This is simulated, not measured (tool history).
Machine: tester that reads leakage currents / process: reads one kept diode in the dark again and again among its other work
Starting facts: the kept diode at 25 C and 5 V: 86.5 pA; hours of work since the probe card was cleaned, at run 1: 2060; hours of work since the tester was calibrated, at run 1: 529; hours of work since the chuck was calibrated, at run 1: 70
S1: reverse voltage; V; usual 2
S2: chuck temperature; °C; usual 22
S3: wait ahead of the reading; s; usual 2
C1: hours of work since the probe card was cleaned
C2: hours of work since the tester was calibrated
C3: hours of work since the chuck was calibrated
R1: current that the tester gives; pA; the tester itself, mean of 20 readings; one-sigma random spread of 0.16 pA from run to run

run 1 hour=0 | S1=2 S2=22 S3=2 | C1=2060 C2=529 C3=70 | R1=51.72
run 2 hour=107.9 | S1=2 S2=22 S3=2 | C1=2134 C2=603 C3=144 | R1=51.79
-- hour=120.6 probe card cleaned and baked
run 3 hour=235.6 | S1=2 S2=22 S3=2 | C1=79 C2=689 C3=230 | R1=51.22
run 4 hour=364.1 | S1=2 S2=22 S3=2 | C1=167 C2=777 C3=318 | R1=51.56
run 5 hour=583.1 | S1=2 S2=22 S3=2 | C1=317 C2=927 C3=468 | R1=51.81
run 6 hour=731.1 | S1=2 S2=22 S3=2 | C1=419 C2=1029 C3=570 | R1=51.66
run 7 hour=852.3 | S1=2 S2=22 S3=1.34 | C1=502 C2=1112 C3=653 | R1=51.65
run 8 hour=968.8 | S1=2 S2=22 S3=2 | C1=582 C2=1192 C3=733 | R1=51.54
run 9 hour=1070.4 | S1=2 S2=22 S3=2 | C1=652 C2=1262 C3=803 | R1=51.29
run 10 hour=1172.1 | S1=2 S2=22 S3=2 | C1=721 C2=1331 C3=872 | R1=51.97
run 11 hour=1366.7 | S1=2 S2=22 S3=0.84 | C1=855 C2=1465 C3=1006 | R1=51.73
run 12 hour=1565 | S1=2 S2=22 S3=0.84 | C1=991 C2=1601 C3=1142 | R1=51.71
run 13 hour=1776.4 | S1=2 S2=22 S3=2 | C1=1136 C2=1746 C3=1287 | R1=51.28
run 14 hour=1901.1 | S1=2 S2=47 S3=2 | C1=1222 C2=1832 C3=1373 | R1=301.18
run 15 hour=2079.6 | S1=2 S2=47 S3=2 | C1=1344 C2=1954 C3=1495 | R1=301.9
run 16 hour=2206.8 | S1=2 S2=21 S3=2 | C1=1431 C2=2041 C3=1582 | R1=47.53
-- hour=2403.3 chuck's temperature calibrated
run 17 hour=2422.1 | S1=4.32 S2=21 S3=2 | C1=1578 C2=2188 C3=13 | R1=61.53
run 18 hour=2537.3 | S1=4.32 S2=21 S3=2 | C1=1657 C2=2267 C3=92 | R1=61.33
run 19 hour=2687.8 | S1=19.23 S2=41 S3=2.87 | C1=1760 C2=2370 C3=195 | R1=418.05
run 20 hour=2908.7 | S1=19.23 S2=41 S3=2.87 | C1=1912 C2=2522 C3=347 | R1=418.57
run 21 hour=3071.2 | S1=5.54 S2=33 S3=3.31 | C1=2023 C2=2633 C3=458 | R1=160.59
-- hour=3240.1 probe card cleaned and baked
run 22 hour=3263.4 | S1=10.08 S2=42 S3=2 | C1=16 C2=2763 C3=588 | R1=362.4
run 23 hour=3484.9 | S1=5.08 S2=42 S3=1.02 | C1=168 C2=2915 C3=740 | R1=290.85
run 24 hour=3660.4 | S1=1.41 S2=41 S3=2 | C1=288 C2=3035 C3=860 | R1=181.22
run 25 hour=3881.5 | S1=2 S2=24 S3=0.83 | C1=440 C2=3187 C3=1012 | R1=60.74
run 26 hour=4040.7 | S1=2 S2=46 S3=0.83 | C1=549 C2=3296 C3=1121 | R1=282.99
run 27 hour=4189 | S1=2 S2=46 S3=0.83 | C1=651 C2=3398 C3=1223 | R1=282.08
run 28 hour=4386.5 | S1=2 S2=46 S3=0.83 | C1=787 C2=3533 C3=1359 | R1=282.4
run 29 hour=4528.1 | S1=2.26 S2=46 S3=1.46 | C1=884 C2=3631 C3=1456 | R1=293.65
run 30 hour=4701.5 | S1=4.21 S2=57 S3=5.49 | C1=1003 C2=3750 C3=1575 | R1=718.45
run 31 hour=4798.5 | S1=12.7 S2=22 S3=3.98 | C1=1069 C2=3816 C3=1641 | R1=93.1

Describe how what the log doesn't record of the tool's condition differs between the last listed run preceding each entry between runs and the first listed run following it.
In the gap between runs 2 and 3: probe card cleaned and baked (hour 120.6)
  stray current of the dirty probe card, pA a volt: 0.033 -> 0.021; true chuck temperature over the reading, C: 0 -> -0.01
  measured less the result without the state, R1: +0.01 -> -0.02 pA
In the gap between runs 16 and 17: chuck's temperature calibrated (hour 2403.3)
  stray current of the dirty probe card, pA a volt: 0.029 -> 0.03; true chuck temperature over the reading, C: -0.03 -> 0
  measured less the result without the state, R1: -0.1 -> +0.04 pA
In the gap between runs 21 and 22: probe card cleaned and baked (hour 3240.1)
  stray current of the dirty probe card, pA a volt: 0.032 -> 0.02
  measured less the result without the state, R1: -0.04 -> -0.29 pA

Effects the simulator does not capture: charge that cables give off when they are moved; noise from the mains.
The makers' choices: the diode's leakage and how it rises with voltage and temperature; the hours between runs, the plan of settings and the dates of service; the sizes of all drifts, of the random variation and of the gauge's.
